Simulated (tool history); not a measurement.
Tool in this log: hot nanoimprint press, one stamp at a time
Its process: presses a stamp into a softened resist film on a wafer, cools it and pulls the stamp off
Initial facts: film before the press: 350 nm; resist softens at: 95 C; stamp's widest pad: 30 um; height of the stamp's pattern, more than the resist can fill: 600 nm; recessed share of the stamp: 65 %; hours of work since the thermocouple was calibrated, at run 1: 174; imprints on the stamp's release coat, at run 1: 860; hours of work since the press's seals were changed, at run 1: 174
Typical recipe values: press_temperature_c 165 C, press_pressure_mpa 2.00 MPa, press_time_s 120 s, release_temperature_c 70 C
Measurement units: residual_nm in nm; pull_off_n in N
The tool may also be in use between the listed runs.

| run | hour | press_temperature_c | press_pressure_mpa | press_time_s | release_temperature_c | hours of work since the thermocouple was calibrated | imprints on the stamp's release coat | hours of work since the press's seals were changed | residual_nm | pull_off_n |
|---|---|---|---|---|---|---|---|---|---|---|
| 1 | 0.0 | 165 | 2.00 | 120 | 70 | 174 | 860 | 174 | 153.7 | 118 |
|  | 70.5 | stamp cleaned and given a new release coat |
| 2 | 88.0 | 165 | 2.00 | 120 | 70 | 218 | 47 | 218 | 152.6 | 120 |
| 3 | 178.8 | 165 | 2.00 | 120 | 70 | 267 | 289 | 267 | 152.9 | 117 |
| 4 | 258.7 | 165 | 2.00 | 120 | 70 | 310 | 502 | 310 | 154.1 | 125 |
| 5 | 346.8 | 165 | 2.00 | 120 | 70 | 357 | 737 | 357 | 153.1 | 120 |
| 6 | 395.8 | 165 | 2.00 | 120 | 70 | 384 | 868 | 384 | 153.0 | 120 |
| 7 | 448.3 | 165 | 2.00 | 120 | 67 | 412 | 1007 | 412 | 152.5 | 128 |
|  | 461.3 | stamp cleaned and given a new release coat |
| 8 | 512.8 | 165 | 2.00 | 120 | 67 | 443 | 138 | 443 | 152.6 | 121 |
|  | 557.9 | plate thermocouple calibrated |
| 9 | 595.4 | 165 | 2.20 | 120 | 67 | 20 | 350 | 486 | 144.0 | 122 |
| 10 | 636.0 | 165 | 2.20 | 120 | 67 | 42 | 458 | 508 | 147.1 | 125 |
| 11 | 723.9 | 165 | 2.20 | 120 | 67 | 89 | 693 | 555 | 146.5 | 126 |
| 12 | 774.4 | 165 | 2.20 | 120 | 67 | 117 | 827 | 583 | 145.8 | 128 |
|  | 853.0 | stamp cleaned and given a new release coat |
| 13 | 862.9 | 165 | 2.20 | 120 | 67 | 161 | 26 | 627 | 146.8 | 128 |
| 14 | 953.5 | 165 | 2.20 | 120 | 67 | 210 | 268 | 676 | 145.2 | 126 |
| 15 | 1005.1 | 165 | 2.20 | 120 | 67 | 238 | 406 | 704 | 146.0 | 122 |
| 16 | 1068.8 | 176 | 2.47 | 125 | 62 | 272 | 575 | 738 | 88.5 | 144 |
| 17 | 1114.1 | 165 | 1.79 | 77 | 70 | 296 | 696 | 762 | 187.9 | 117 |
| 18 | 1197.7 | 153 | 2.29 | 106 | 72 | 341 | 919 | 807 | 230.1 | 115 |
|  | 1248.2 | stamp cleaned and given a new release coat |
| 19 | 1285.2 | 153 | 2.30 | 106 | 62 | 385 | 99 | 851 | 228.9 | 140 |
| 20 | 1337.5 | 176 | 2.63 | 120 | 70 | 413 | 238 | 880 | 87.2 | 119 |
| 21 | 1428.5 | 154 | 2.63 | 120 | 77 | 462 | 481 | 929 | 204.5 | 95 |
|  | 1437.3 | plate thermocouple calibrated |
| 22 | 1512.5 | 165 | 1.64 | 222 | 67 | 40 | 697 | 972 | 136.3 | 130 |
|  | 1529.1 | press's hydraulic seals changed and the load cell set to zero |
| 23 | 1604.3 | 165 | 2.00 | 169 | 70 | 86 | 920 | 40 | 135.1 | 118 |

Run 24, settings as shown, results not yet in. Your forecast:
|  | 1650.4 | stamp cleaned and given a new release coat |
| 24 | 1678.1 | 155 | 2.00 | 193 | 70 | 122 | 74 | 77 | ? | ? |

residual_nm: 189.9 nm
pull_off_n: 115 N
On a tool with no hidden condition, and with the same random variation, this run would have come out at residual_nm 189.8 nm, pull_off_n 115 N.
